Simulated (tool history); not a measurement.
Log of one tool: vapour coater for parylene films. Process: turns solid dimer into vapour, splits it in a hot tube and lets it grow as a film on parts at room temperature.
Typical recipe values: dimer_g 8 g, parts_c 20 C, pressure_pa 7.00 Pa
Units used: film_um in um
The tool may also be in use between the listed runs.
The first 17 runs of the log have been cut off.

run	hour	dimer_g	parts_c	pressure_pa	film_um
18	598.8	8	20	7.00	2.572
# hour 608.2: gauge calibrated
19	636.5	8	20	7.00	2.622
20	673.9	5	20	7.00	1.640
21	716.6	8	20	2.31	3.136
22	758.9	8	14	2.31	3.548
# hour 766.4: trap's valve overhauled
23	801.4	8	25	2.31	2.733
24	847.6	8	22	3.53	2.755
25	887.4	9	20	7.00	2.928
26	928.1	12	24	7.00	3.491
27	974.6	4	12	9.50	1.545
28	1022.2	4	12	9.50	1.534
29	1046.3	9	14	9.78	3.259

Forecast run 30:
30	1067.9	5	14	2.98	?

{"run 30": {"film_um": 2.191}}
Were there no unlogged condition in the tool, this run, its random variation unchanged, would have produced film_um 2.217 um.

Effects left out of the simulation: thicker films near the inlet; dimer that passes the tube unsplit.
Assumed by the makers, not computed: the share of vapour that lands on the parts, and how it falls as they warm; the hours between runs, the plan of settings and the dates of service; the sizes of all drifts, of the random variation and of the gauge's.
